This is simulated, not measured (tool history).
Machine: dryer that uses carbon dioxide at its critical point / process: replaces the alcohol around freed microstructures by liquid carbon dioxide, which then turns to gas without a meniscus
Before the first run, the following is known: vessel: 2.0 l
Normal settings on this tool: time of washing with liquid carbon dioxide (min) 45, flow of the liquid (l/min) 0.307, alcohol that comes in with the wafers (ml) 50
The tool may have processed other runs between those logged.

| run | hour | time of washing with liquid carbon dioxide (min) | flow of the liquid (l/min) | alcohol that comes in with the wafers (ml) | alcohol left in the vessel before it's heated (ppm by volume) |
|---|---|---|---|---|---|
| 1 | 0 | 45 | 0.307 | 50 | 80 |
| 2 | 20.7 | 45 | 0.307 | 50 | 83 |
| 3 | 61.2 | 45 | 0.204 | 50 | 539 |
| 4 | 102.2 | 45 | 0.204 | 50 | 579 |
| 5 | 141.7 | 45 | 0.204 | 50 | 591 |
| 6 | 173.3 | 45 | 0.204 | 50 | 619 |
| 7 | 214.4 | 45 | 0.204 | 50 | 674 |
| 8 | 248.3 | 47 | 0.204 | 38 | 444 |
| 9 | 286.5 | 45 | 0.3 | 50 | 160 |
|  | 289.4 | inlet filter changed |
| 10 | 327 | 72 | 0.191 | 70 | 124 |

Run 11 comes next. What will it give?
| 11 | 362.4 | 45 | 0.206 | 83 | ? |

alcohol left in the vessel before it's heated (ppm by volume): 903
Were there no unlogged condition in the tool, this run, its random variation unchanged, would have produced alcohol left in the vessel before it's heated (ppm by volume) 788.
